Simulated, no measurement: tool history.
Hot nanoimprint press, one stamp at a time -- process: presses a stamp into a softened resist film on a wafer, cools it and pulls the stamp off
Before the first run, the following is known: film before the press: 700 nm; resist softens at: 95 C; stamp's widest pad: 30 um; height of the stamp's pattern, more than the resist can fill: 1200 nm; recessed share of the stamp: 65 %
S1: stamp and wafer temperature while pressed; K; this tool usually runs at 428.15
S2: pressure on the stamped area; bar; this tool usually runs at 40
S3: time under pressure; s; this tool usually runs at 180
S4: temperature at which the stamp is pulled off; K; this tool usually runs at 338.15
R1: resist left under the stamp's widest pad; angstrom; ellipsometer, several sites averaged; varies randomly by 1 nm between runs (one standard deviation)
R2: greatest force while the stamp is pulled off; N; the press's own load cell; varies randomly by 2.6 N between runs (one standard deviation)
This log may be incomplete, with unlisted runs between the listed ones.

| run | hour | S1 | S2 | S3 | S4 | R1 | R2 |
|---|---|---|---|---|---|---|---|
| 1 | 0 | 428.15 | 40 | 180 | 338.15 | 2797 | 123 |
|  | 8.6 | plate thermocouple calibrated |
| 2 | 22.4 | 428.15 | 40 | 180 | 338.15 | 2802 | 121 |
| 3 | 41.2 | 428.15 | 40 | 180 | 338.15 | 2811 | 116 |
| 4 | 52.4 | 428.15 | 40 | 180 | 338.15 | 2821 | 125 |
| 5 | 75.5 | 428.15 | 40 | 180 | 338.15 | 2808 | 117 |
| 6 | 95.3 | 428.15 | 40 | 180 | 338.15 | 2816 | 118 |
| 7 | 111.3 | 428.15 | 40 | 180 | 338.15 | 2824 | 119 |
| 8 | 123.7 | 428.15 | 40 | 180 | 338.15 | 2813 | 118 |
| 9 | 141.7 | 428.15 | 40 | 180 | 330.15 | 2802 | 131 |
| 10 | 159.6 | 428.15 | 40 | 180 | 323.15 | 2795 | 138 |
| 11 | 172.8 | 428.15 | 40 | 180 | 323.15 | 2806 | 138 |
| 12 | 194.7 | 428.15 | 40 | 180 | 323.15 | 2803 | 140 |
| 13 | 213.3 | 428.15 | 40 | 180 | 338.15 | 2804 | 124 |
| 14 | 226.9 | 428.15 | 40 | 180 | 338.15 | 2802 | 117 |
| 15 | 250 | 428.15 | 40 | 180 | 332.15 | 2820 | 123 |
| 16 | 261.1 | 428.15 | 40 | 178 | 332.15 | 2826 | 130 |
| 17 | 275 | 428.15 | 40 | 180 | 327.15 | 2815 | 136 |
| 18 | 287.9 | 428.15 | 30.4 | 227 | 344.15 | 2974 | 112 |
| 19 | 303.2 | 428.15 | 40 | 119 | 338.15 | 3227 | 120 |
| 20 | 325.9 | 428.15 | 34.8 | 119 | 338.15 | 3478 | 118 |
|  | 337.7 | plate thermocouple calibrated |
| 21 | 345.7 | 421.15 | 32 | 119 | 338.15 | 4674 | 119 |
| 22 | 360 | 427.15 | 50 | 119 | 338.15 | 2999 | 120 |
| 23 | 377.3 | 427.15 | 40 | 180 | 338.15 | 2916 | 119 |
| 24 | 393.4 | 428.15 | 40 | 112 | 338.15 | 3307 | 119 |
| 25 | 412.2 | 422.15 | 48.1 | 178 | 325.15 | 3295 | 140 |
| 26 | 422.5 | 422.15 | 48.1 | 178 | 325.15 | 3299 | 135 |
| 27 | 438.1 | 422.15 | 48.1 | 108 | 329.15 | 3889 | 127 |
| 28 | 461 | 416.15 | 40 | 180 | 338.15 | 4591 | 119 |
| 29 | 484.1 | 439.15 | 46.3 | 180 | 338.15 | 1675 | 120 |

3 options for the next run, each taken on its own from the tool as it stands now. Forecast them:
| A | 494.9 | 439.15 | 35.3 | 119 | 338.15 | ? | ? |
| B | 494.9 | 438.15 | 46.3 | 134 | 338.15 | ? | ? |
| C | 494.9 | 428.15 | 34.5 | 180 | 338.15 | ? | ? |

| run | R1 | R2 |
|---|---|---|
| A | 2313 | 117 |
| B | 1945 | 119 |
| C | 3020 | 118 |
The same runs, with their run-to-run variation unchanged, on a tool lacking any hidden condition would have given:
| run | R1 | R2 |
|---|---|---|
| A | 2312 | 116 |
| B | 1944 | 118 |
| C | 3018 | 117 |

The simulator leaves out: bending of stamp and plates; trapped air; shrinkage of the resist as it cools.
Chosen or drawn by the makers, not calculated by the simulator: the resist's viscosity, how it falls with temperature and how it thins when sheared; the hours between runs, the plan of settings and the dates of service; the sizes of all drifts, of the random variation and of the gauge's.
